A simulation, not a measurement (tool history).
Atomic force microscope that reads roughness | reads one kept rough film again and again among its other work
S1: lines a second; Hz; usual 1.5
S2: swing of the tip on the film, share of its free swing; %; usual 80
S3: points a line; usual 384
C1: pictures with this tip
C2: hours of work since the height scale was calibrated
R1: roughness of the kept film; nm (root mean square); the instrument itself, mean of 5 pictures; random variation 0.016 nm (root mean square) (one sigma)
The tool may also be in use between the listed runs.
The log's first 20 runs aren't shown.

run	hour	S1	S2	S3	C1	C2	R1
# hour 507.6: new tip fitted
21	528.9	1.92	72	508	42	551	3.592
22	562.3	1.06	77	344	109	571	3.448
23	589.9	1.06	77	344	164	587	3.218
# hour 609.6: new tip fitted
24	614	2.05	56	801	9	601	3.971
25	651	1.48	80	831	82	623	3.388
26	673	1.48	80	308	126	637	3.203
27	689.7	2.34	68	714	159	647	3.185
28	709.2	2.34	68	714	198	658	3.041
# hour 712.2: new tip fitted
29	745.6	1.5	80	568	67	680	3.48
30	764.1	1.5	57	301	103	691	3.591

4 ways to go on from here, each from the tool as it stands after run 30. What would each give?
A	788.9	1.44	57	535	153	706	?
B	788.9	2.98	80	384	153	706	?
C	788.9	0.62	89	301	153	706	?
D	788.9	1.5	60	564	153	706	?

run	R1
A	3.438
B	2.853
C	3.257
D	3.422
Without the tool's hidden state the same runs would have given:
run	R1
A	4.098
B	3.4
C	3.881
D	4.078
